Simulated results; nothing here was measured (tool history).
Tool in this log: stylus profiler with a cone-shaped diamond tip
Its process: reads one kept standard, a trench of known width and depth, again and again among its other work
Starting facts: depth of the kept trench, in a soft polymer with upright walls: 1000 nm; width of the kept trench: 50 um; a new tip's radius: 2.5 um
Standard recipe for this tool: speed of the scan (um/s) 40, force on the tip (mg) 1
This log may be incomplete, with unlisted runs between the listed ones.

run	hour	speed of the scan (um/s)	force on the tip (mg)	depth of the trench (Å)	width of the trench's floor (nm)
1	0	40	1	10061.4	45670
2	107.1	40	1	10062.5	45640
3	179	40	2.26	10103.1	45790
4	300.6	40	2.26	10107.4	45780
5	407.5	40	2.26	10105.5	45730
6	511.5	12	2.26	10105.5	45890
7	584.8	12	2.26	10102.6	45880
8	634.3	119	0.44	10036.1	44490
# hour 683.6: new tip fitted, height scale calibrated
9	693.2	119	0.44	10031.9	44570
10	752.5	119	0.44	10034.3	44500

4 ways to go on from here, each from the tool as it stands after run 10. What would each give?
A	843.9	119	1.96	?	?
B	843.9	119	0.35	?	?
C	843.9	59	1	?	?
D	843.9	45	1.32	?	?

run	depth of the trench (Å)	width of the trench's floor (nm)
A	10097.8	45310
B	10031.2	44300
C	10062.7	45550
D	10073.9	45680
Without the tool's hidden state the same runs would have given:
run	depth of the trench (Å)	width of the trench's floor (nm)
A	10097.8	45310
B	10031.2	44300
C	10062.7	45560
D	10073.9	45680
